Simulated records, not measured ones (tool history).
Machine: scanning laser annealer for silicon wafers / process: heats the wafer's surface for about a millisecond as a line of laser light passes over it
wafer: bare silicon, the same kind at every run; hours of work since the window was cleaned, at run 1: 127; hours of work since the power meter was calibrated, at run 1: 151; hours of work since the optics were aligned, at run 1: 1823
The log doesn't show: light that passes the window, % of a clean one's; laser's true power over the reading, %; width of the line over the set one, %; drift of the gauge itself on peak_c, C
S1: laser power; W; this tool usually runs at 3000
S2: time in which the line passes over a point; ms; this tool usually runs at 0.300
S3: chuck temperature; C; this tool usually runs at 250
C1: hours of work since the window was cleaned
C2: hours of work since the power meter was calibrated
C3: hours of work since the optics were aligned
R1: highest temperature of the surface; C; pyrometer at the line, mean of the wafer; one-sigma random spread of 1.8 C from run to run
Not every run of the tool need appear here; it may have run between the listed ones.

run 1 day=0.000 | S1=3000 S2=0.300 S3=250 | C1=127 C2=151 C3=1823 | R1=988
run 2 day=1.621 | S1=3000 S2=0.300 S3=250 | C1=146 C2=170 C3=1842 | R1=988
-- day=2.833 optics aligned, line set to its width
run 3 day=4.129 | S1=3000 S2=0.300 S3=250 | C1=173 C2=197 C3=15 | R1=989
run 4 day=5.892 | S1=3000 S2=0.300 S3=250 | C1=194 C2=218 C3=36 | R1=989
run 5 day=7.771 | S1=3000 S2=0.300 S3=250 | C1=216 C2=240 C3=58 | R1=992
run 6 day=9.525 | S1=3000 S2=0.300 S3=250 | C1=236 C2=260 C3=79 | R1=987
run 7 day=10.521 | S1=3000 S2=0.300 S3=250 | C1=248 C2=272 C3=90 | R1=990
run 8 day=11.746 | S1=3000 S2=0.300 S3=250 | C1=263 C2=287 C3=105 | R1=990
run 9 day=12.983 | S1=3000 S2=0.300 S3=250 | C1=277 C2=301 C3=119 | R1=989
run 10 day=14.446 | S1=3000 S2=0.300 S3=250 | C1=294 C2=318 C3=137 | R1=988
run 11 day=16.342 | S1=3000 S2=0.267 S3=250 | C1=317 C2=341 C3=159 | R1=957
run 12 day=17.796 | S1=3000 S2=0.372 S3=250 | C1=334 C2=358 C3=176 | R1=1066
run 13 day=20.042 | S1=3000 S2=0.262 S3=250 | C1=360 C2=384 C3=203 | R1=947
run 14 day=21.542 | S1=3000 S2=0.262 S3=250 | C1=378 C2=402 C3=220 | R1=943
run 15 day=22.812 | S1=3000 S2=0.262 S3=250 | C1=393 C2=417 C3=235 | R1=947
run 16 day=24.171 | S1=3000 S2=0.300 S3=250 | C1=409 C2=433 C3=251 | R1=992
run 17 day=25.854 | S1=2647 S2=0.300 S3=250 | C1=429 C2=453 C3=271 | R1=884
run 18 day=27.683 | S1=3000 S2=0.236 S3=250 | C1=450 C2=474 C3=293 | R1=912
run 19 day=29.612 | S1=3000 S2=0.269 S3=250 | C1=473 C2=497 C3=315 | R1=955
-- day=31.008 window over the wafer cleaned
run 20 day=31.921 | S1=3000 S2=0.300 S3=250 | C1=11 C2=523 C3=341 | R1=989
run 21 day=34.229 | S1=3000 S2=0.300 S3=250 | C1=38 C2=550 C3=369 | R1=991
run 22 day=35.500 | S1=3047 S2=0.304 S3=250 | C1=53 C2=565 C3=384 | R1=1008
run 23 day=36.575 | S1=3047 S2=0.304 S3=267 | C1=66 C2=578 C3=396 | R1=1024
run 24 day=38.275 | S1=2746 S2=0.345 S3=255 | C1=86 C2=598 C3=416 | R1=967
run 25 day=39.358 | S1=3000 S2=0.300 S3=273 | C1=98 C2=611 C3=429 | R1=1015
run 26 day=40.842 | S1=3000 S2=0.300 S3=273 | C1=116 C2=628 C3=446 | R1=1014
run 27 day=42.192 | S1=3085 S2=0.300 S3=265 | C1=132 C2=644 C3=462 | R1=1029
run 28 day=44.412 | S1=3085 S2=0.300 S3=265 | C1=158 C2=670 C3=489 | R1=1031
run 29 day=45.562 | S1=3000 S2=0.300 S3=257 | C1=171 C2=684 C3=502 | R1=995
run 30 day=47.071 | S1=3000 S2=0.211 S3=236 | C1=189 C2=701 C3=520 | R1=867
run 31 day=49.012 | S1=2799 S2=0.258 S3=245 | C1=212 C2=724 C3=543 | R1=882
run 32 day=51.162 | S1=3000 S2=0.300 S3=280 | C1=237 C2=750 C3=568 | R1=1020
run 33 day=53.417 | S1=3000 S2=0.300 S3=280 | C1=264 C2=776 C3=594 | R1=1021
run 34 day=55.283 | S1=3218 S2=0.300 S3=280 | C1=286 C2=798 C3=616 | R1=1082
run 35 day=57.550 | S1=3000 S2=0.297 S3=269 | C1=312 C2=825 C3=643 | R1=1006
run 36 day=59.600 | S1=3000 S2=0.297 S3=269 | C1=337 C2=849 C3=667 | R1=1004
run 37 day=61.688 | S1=3000 S2=0.224 S3=224 | C1=361 C2=874 C3=692 | R1=871
run 38 day=63.229 | S1=3000 S2=0.224 S3=224 | C1=379 C2=892 C3=710 | R1=871
run 39 day=64.967 | S1=3000 S2=0.224 S3=224 | C1=400 C2=912 C3=730 | R1=870
run 40 day=66.671 | S1=3000 S2=0.300 S3=221 | C1=420 C2=932 C3=751 | R1=957
run 41 day=68.608 | S1=3000 S2=0.371 S3=253 | C1=443 C2=955 C3=773 | R1=1070

Below are 3 alternative next runs, each starting from the tool's condition after run 41. Predict each:
run A day=69.583 | S1=3000 S2=0.371 S3=279 | C1=454 C2=966 C3=785 | R1=?
run B day=69.583 | S1=3000 S2=0.227 S3=250 | C1=454 C2=966 C3=785 | R1=?
run C day=69.583 | S1=3000 S2=0.213 S3=250 | C1=454 C2=966 C3=785 | R1=?

run=A R1=1094
run=B R1=898
run=C R1=881
With the hidden condition removed and each run's random variation left untouched, the same runs would have given:
run=A R1=1095
run=B R1=899
run=C R1=881

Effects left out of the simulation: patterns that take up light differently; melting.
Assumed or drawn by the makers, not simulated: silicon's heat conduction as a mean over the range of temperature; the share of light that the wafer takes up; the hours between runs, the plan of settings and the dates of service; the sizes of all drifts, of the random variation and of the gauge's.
